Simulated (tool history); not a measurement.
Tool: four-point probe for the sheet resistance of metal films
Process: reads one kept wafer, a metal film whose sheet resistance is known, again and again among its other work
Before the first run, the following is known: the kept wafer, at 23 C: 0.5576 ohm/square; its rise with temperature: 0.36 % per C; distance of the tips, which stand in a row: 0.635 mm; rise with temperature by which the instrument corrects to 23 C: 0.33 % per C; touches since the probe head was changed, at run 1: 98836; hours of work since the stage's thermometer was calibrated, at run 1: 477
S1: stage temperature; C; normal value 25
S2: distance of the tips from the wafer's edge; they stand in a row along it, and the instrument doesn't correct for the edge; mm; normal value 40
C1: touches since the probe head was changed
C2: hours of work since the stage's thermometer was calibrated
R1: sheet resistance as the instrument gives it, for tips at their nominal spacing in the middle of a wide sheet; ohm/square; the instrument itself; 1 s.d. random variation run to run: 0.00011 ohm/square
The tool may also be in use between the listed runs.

{"run": 1, "day": 0.0, "S1": 25, "S2": 40, "C1": 98836, "C2": 477, "R1": 0.56328}
{"run": 2, "day": 0.983, "S1": 34, "S2": 40, "C1": 99601, "C2": 489, "R1": 0.565}
{"run": 3, "day": 1.742, "S1": 34, "S2": 37, "C1": 100194, "C2": 498, "R1": 0.565056}
{"run": 4, "day": 2.992, "S1": 25, "S2": 40, "C1": 101166, "C2": 514, "R1": 0.56318}
{"run": 5, "day": 4.3, "S1": 33, "S2": 40, "C1": 102186, "C2": 530, "R1": 0.565215}
{"day": 4.792, "done": "new probe head fitted"}
{"run": 6, "day": 5.604, "S1": 25, "S2": 40, "C1": 633, "C2": 545, "R1": 0.557576}
{"run": 7, "day": 6.658, "S1": 20, "S2": 40, "C1": 1453, "C2": 558, "R1": 0.556341}
{"run": 8, "day": 7.796, "S1": 20, "S2": 40, "C1": 2341, "C2": 572, "R1": 0.556644}
{"run": 9, "day": 8.858, "S1": 20, "S2": 40, "C1": 3166, "C2": 585, "R1": 0.556491}
{"run": 10, "day": 10.017, "S1": 20, "S2": 40, "C1": 4068, "C2": 600, "R1": 0.556563}
{"run": 11, "day": 11.279, "S1": 20, "S2": 40, "C1": 5053, "C2": 615, "R1": 0.556557}
{"run": 12, "day": 12.483, "S1": 25, "S2": 13, "C1": 5991, "C2": 630, "R1": 0.558289}
{"run": 13, "day": 13.567, "S1": 25, "S2": 13, "C1": 6835, "C2": 643, "R1": 0.558006}
{"run": 14, "day": 14.133, "S1": 32, "S2": 40, "C1": 7276, "C2": 650, "R1": 0.559333}
{"run": 15, "day": 14.912, "S1": 30, "S2": 40, "C1": 7885, "C2": 660, "R1": 0.558745}
{"run": 16, "day": 15.658, "S1": 30, "S2": 40, "C1": 8464, "C2": 669, "R1": 0.558787}
{"run": 17, "day": 16.312, "S1": 30, "S2": 40, "C1": 8974, "C2": 677, "R1": 0.558992}
{"run": 18, "day": 17.392, "S1": 30, "S2": 40, "C1": 9815, "C2": 691, "R1": 0.559071}
{"run": 19, "day": 18.662, "S1": 19, "S2": 40, "C1": 10803, "C2": 706, "R1": 0.55692}
{"run": 20, "day": 19.217, "S1": 25, "S2": 29, "C1": 11236, "C2": 713, "R1": 0.557932}
{"run": 21, "day": 20.029, "S1": 25, "S2": 74, "C1": 11868, "C2": 723, "R1": 0.55801}
{"run": 22, "day": 21.025, "S1": 25, "S2": 40, "C1": 12645, "C2": 735, "R1": 0.558162}
{"run": 23, "day": 21.583, "S1": 26, "S2": 40, "C1": 13079, "C2": 742, "R1": 0.558346}
{"run": 24, "day": 22.683, "S1": 28, "S2": 8, "C1": 13935, "C2": 756, "R1": 0.560628}
{"run": 25, "day": 23.758, "S1": 18, "S2": 14, "C1": 14775, "C2": 769, "R1": 0.557366}
{"run": 26, "day": 24.733, "S1": 28, "S2": 14, "C1": 15532, "C2": 781, "R1": 0.559648}
{"run": 27, "day": 25.604, "S1": 21, "S2": 43, "C1": 16211, "C2": 792, "R1": 0.557372}
{"run": 28, "day": 26.929, "S1": 25, "S2": 17, "C1": 17243, "C2": 808, "R1": 0.558774}
{"run": 29, "day": 27.825, "S1": 22, "S2": 3, "C1": 17940, "C2": 819, "R1": 0.571041}
{"run": 30, "day": 29.133, "S1": 22, "S2": 3, "C1": 18961, "C2": 835, "R1": 0.571089}
{"run": 31, "day": 30.254, "S1": 28, "S2": 4, "C1": 19833, "C2": 849, "R1": 0.566611}
{"run": 32, "day": 31.538, "S1": 28, "S2": 4, "C1": 20831, "C2": 865, "R1": 0.566899}
{"run": 33, "day": 32.654, "S1": 19, "S2": 5, "C1": 21701, "C2": 878, "R1": 0.562363}
{"run": 34, "day": 33.912, "S1": 19, "S2": 5, "C1": 22682, "C2": 894, "R1": 0.562391}
{"run": 35, "day": 34.462, "S1": 19, "S2": 5, "C1": 23111, "C2": 901, "R1": 0.562409}
{"run": 36, "day": 35.579, "S1": 33, "S2": 40, "C1": 23980, "C2": 915, "R1": 0.560218}
{"run": 37, "day": 36.508, "S1": 29, "S2": 13, "C1": 24704, "C2": 926, "R1": 0.560553}
{"run": 38, "day": 37.15, "S1": 30, "S2": 33, "C1": 25204, "C2": 934, "R1": 0.56007}
{"run": 39, "day": 38.425, "S1": 33, "S2": 40, "C1": 26197, "C2": 950, "R1": 0.560463}
{"run": 40, "day": 39.104, "S1": 30, "S2": 67, "C1": 26726, "C2": 958, "R1": 0.559924}
{"run": 41, "day": 40.283, "S1": 30, "S2": 67, "C1": 27644, "C2": 972, "R1": 0.560117}
{"run": 42, "day": 41.192, "S1": 19, "S2": 39, "C1": 28353, "C2": 984, "R1": 0.557719}
{"run": 43, "day": 42.175, "S1": 28, "S2": 9, "C1": 29117, "C2": 996, "R1": 0.561289}
{"run": 44, "day": 43.275, "S1": 25, "S2": 22, "C1": 29976, "C2": 1009, "R1": 0.559394}

Below are 5 alternative next runs, each starting from the tool's condition after run 44. Predict each:
{"run": "A", "day": 44.383, "S1": 26, "S2": 22, "C1": 30840, "C2": 1023, "R1": "?"}
{"run": "B", "day": 44.383, "S1": 23, "S2": 5, "C1": 30840, "C2": 1023, "R1": "?"}
{"run": "C", "day": 44.383, "S1": 25, "S2": 31, "C1": 30840, "C2": 1023, "R1": "?"}
{"run": "D", "day": 44.383, "S1": 25, "S2": 5, "C1": 30840, "C2": 1023, "R1": "?"}
{"run": "E", "day": 44.383, "S1": 25, "S2": 7, "C1": 30840, "C2": 1023, "R1": "?"}

run=A R1=0.559770
run=B R1=0.563446
run=C R1=0.559364
run=D R1=0.564072
run=E R1=0.561674
Without the tool's hidden state the same runs would have given:
run=A R1=0.558516
run=B R1=0.562177
run=C R1=0.558109
run=D R1=0.562807
run=E R1=0.560414
